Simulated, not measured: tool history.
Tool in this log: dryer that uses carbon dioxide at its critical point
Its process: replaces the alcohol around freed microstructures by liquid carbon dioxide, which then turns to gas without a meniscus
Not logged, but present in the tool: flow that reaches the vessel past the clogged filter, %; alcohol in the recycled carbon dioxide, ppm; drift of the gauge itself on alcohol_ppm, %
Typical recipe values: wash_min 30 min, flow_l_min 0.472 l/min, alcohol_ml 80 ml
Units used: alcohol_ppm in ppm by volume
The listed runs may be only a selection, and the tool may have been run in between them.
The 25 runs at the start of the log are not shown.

run,hour,wash_min,flow_l_min,alcohol_ml,hours of work since the filter was changed,hours of work since the purifier's bed was changed,alcohol_ppm
26,206.9,30,0.447,41,161,218,167
27,218.5,30,0.447,41,164,222,171
28,226.3,30,0.556,80,167,224,119
29,232.2,37,0.472,118,169,226,114
30,241.9,37,0.557,21,172,229,47
31,251.2,19,0.354,21,175,232,865
32,257.8,19,0.354,21,177,234,861
33,263.3,42,0.342,26,179,236,99
34,274.9,42,0.342,26,182,240,104
35,283.9,31,0.757,95,185,242,45
36,292.8,31,0.757,95,188,245,41
37,303.5,31,0.757,95,192,249,54
38,312,25,0.472,33,194,252,257
39,320.4,21,0.354,36,197,254,1137
40,326.5,30,0.409,52,199,256,302
41,336.5,30,0.523,80,202,259,174
42,346.4,19,0.41,49,205,263,1390
43,355.5,44,0.558,20,208,265,42
44,361.1,46,0.286,84,210,267,337
45,369,25,0.472,37,213,270,281
46,379.8,25,0.493,90,216,273,525
47,390.1,30,0.732,38,219,277,51

What if the next run were any one of these 3? Each begins from the tool's condition after run 47:
A,395.5,18,0.714,69,221,278,?
B,395.5,48,0.486,54,221,278,?
C,395.5,39,0.461,94,221,278,?

run,alcohol_ppm
A,370
B,56
C,104
The same runs, with their run-to-run variation unchanged, on a tool lacking any hidden condition would have given:
run,alcohol_ppm
A,219
B,10
C,33
